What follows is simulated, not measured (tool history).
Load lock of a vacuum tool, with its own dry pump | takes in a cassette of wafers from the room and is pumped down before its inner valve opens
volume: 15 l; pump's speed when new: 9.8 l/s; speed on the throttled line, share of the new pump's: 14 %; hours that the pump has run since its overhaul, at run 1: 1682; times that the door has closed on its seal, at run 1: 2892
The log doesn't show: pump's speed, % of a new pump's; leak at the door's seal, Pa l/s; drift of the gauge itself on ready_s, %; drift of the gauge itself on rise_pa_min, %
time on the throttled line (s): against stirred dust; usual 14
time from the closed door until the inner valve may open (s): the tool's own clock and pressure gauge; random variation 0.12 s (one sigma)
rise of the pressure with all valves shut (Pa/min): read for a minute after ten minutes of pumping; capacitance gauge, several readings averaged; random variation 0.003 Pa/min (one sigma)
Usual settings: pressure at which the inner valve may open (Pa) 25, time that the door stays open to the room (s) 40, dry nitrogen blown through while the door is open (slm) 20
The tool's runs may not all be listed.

run	day	time on the throttled line (s)	pressure at which the inner valve may open (Pa)	time that the door stays open to the room (s)	dry nitrogen blown through while the door is open (slm)	hours that the pump has run since its overhaul	times that the door has closed on its seal	incoming humidity of the room's air, %	time from the closed door until the inner valve may open (s)	rise of the pressure with all valves shut (Pa/min)
1	0	14	25	40	20	1682	2892	45	24.7	0.073
2	3.671	14	25	40	20	1770	3105	44.5	24.5	0.078
3	5.958	14	25	40	20	1825	3238	47.7	24.6	0.082
4	7.921	14	25	40	20	1872	3352	43.4	24.6	0.074
5	11.058	14	25	40	20	1947	3534	45.5	24.8	0.077
6	12.825	14	25	40	29	1989	3636	46.3	24.9	0.078
7	15.9	14	25	40	20	2063	3815	43.7	24.8	0.077
8	18.1	14	23	40	20	2116	3943	45.5	25.1	0.084
9	20.367	14	20	40	20	2170	4074	42.5	25.2	0.079
10	23.996	14	20	40	20	2258	4285	44.1	25.1	0.079
11	27.942	14	20	40	20	2352	4514	44.7	25.2	0.085
12	30.488	14	48	40	20	2413	4661	42.1	23.8	0.082
13	34.371	14	48	40	20	2507	4887	46.2	23.8	0.091
14	37.704	14	48	40	20	2587	5081	44.9	23.8	0.092
15	39.867	14	48	40	20	2638	5206	47.3	23.9	0.096
16	43.421	14	48	40	20	2724	5412	48.6	23.8	0.094
17	46.058	14	25	40	31	2787	5565	46.6	24.9	0.092
18	49.412	14	25	40	31	2868	5760	47.8	24.7	0.096
19	53.5	25	46	50	24	2966	5998	45.1	33.2	0.104
20	57.617	25	46	50	24	3064	6237	44.6	33.4	0.111
21	59.288	25	46	50	24	3105	6334	46.5	33.5	0.109
22	63.167	12	50	89	12	3198	6559	44.1	22.1	0.155
23	66.538	12	50	89	12	3279	6754	45.1	22.2	0.155
24	68.258	14	25	40	23	3320	6854	45.8	24.8	0.11
25	70.983	14	25	40	23	3385	7013	45.1	24.9	0.112
26	74.633	14	25	40	23	3473	7224	45.6	24.8	0.117
27	77.992	10	48	26	34	3553	7419	45.5	20.5	0.101
28	80.879	10	48	26	34	3623	7587	43.5	20.6	0.101
29	83.817	11	33	99	8	3693	7758	44.4	21.8	0.189
30	87.712	11	33	99	8	3787	7984	47.7	21.8	0.19
31	91.658	11	33	99	8	3881	8213	45.8	22	0.192
32	95.192	11	46	84	8	3966	8418	45.7	21.5	0.182
33	98.871	14	21	40	5	4054	8631	46.2	25.2	0.145

Forecast each of these 5 alternatives for the next run:
A	101.867	25	18	40	5	4126	8805	46.3	?	?
B	101.867	14	24	40	20	4126	8805	47.4	?	?
C	101.867	14	25	40	19	4126	8805	45.6	?	?
D	101.867	14	21	28	5	4126	8805	47.9	?	?
E	101.867	14	20	54	5	4126	8805	45.1	?	?

run	time from the closed door until the inner valve may open (s)	rise of the pressure with all valves shut (Pa/min)
A	35	0.152
B	25.1	0.134
C	25.1	0.137
D	25.3	0.138
E	25.4	0.163
Without the tool's hidden state the same runs would have given:
run	time from the closed door until the inner valve may open (s)	rise of the pressure with all valves shut (Pa/min)
A	34.8	0.07
B	24.9	0.052
C	24.9	0.053
D	25.1	0.056
E	25.2	0.081
